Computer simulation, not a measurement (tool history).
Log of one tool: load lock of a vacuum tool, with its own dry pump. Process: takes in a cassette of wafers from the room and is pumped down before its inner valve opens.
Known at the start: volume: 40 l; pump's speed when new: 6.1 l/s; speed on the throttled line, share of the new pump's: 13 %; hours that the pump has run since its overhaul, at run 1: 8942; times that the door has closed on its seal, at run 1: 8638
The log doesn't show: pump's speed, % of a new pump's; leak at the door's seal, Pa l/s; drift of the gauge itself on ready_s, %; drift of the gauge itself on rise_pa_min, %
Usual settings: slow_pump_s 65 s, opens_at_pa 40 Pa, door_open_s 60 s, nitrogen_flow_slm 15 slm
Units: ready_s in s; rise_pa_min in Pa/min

run,hour,slow_pump_s,opens_at_pa,door_open_s,nitrogen_flow_slm,hours that the pump has run since its overhaul,times that the door has closed on its seal,"incoming humidity of the room's air, %",ready_s,rise_pa_min
1,0,65,40,60,15,8942,8638,43.1,110.5,0.073
2,271,65,40,60,15,9213,9092,44.6,109.9,0.079
3,447.2,65,40,60,15,9389,9388,43,109.8,0.08
4,566.3,84,40,60,15,9508,9588,42.1,126.1,0.075
5,817.3,65,40,81,15,9759,10009,43.4,109.8,0.082
6,940.8,65,40,81,15,9883,10216,46.6,110.4,0.091
7,1086.2,65,40,81,15,10028,10460,46.3,109.8,0.093
8,1208.3,37,43,45,11,10150,10665,46.4,85.6,0.085
9,1349.9,35,30,166,14,10292,10902,45,86.2,0.123
10,1594.6,35,30,166,14,10537,11313,43.4,86.2,0.122
11,1760,38,71,64,11,10702,11591,47.4,83,0.103
12,1872.4,127,45,56,11,10814,11779,42.4,162.1,0.097

Forecast each of these 3 alternatives for the next run:
A,2056.3,65,40,95,32,10998,12088,48.7,?,?
B,2056.3,106,55,123,11,10998,12088,47.8,?,?
C,2056.3,123,31,56,11,10998,12088,41.8,?,?

run,ready_s,rise_pa_min
A,110.4,0.094
B,143.6,0.124
C,162.5,0.096
Without the tool's hidden state the same runs would have given:
run,ready_s,rise_pa_min
A,107.8,0.041
B,141.5,0.071
C,160.3,0.041
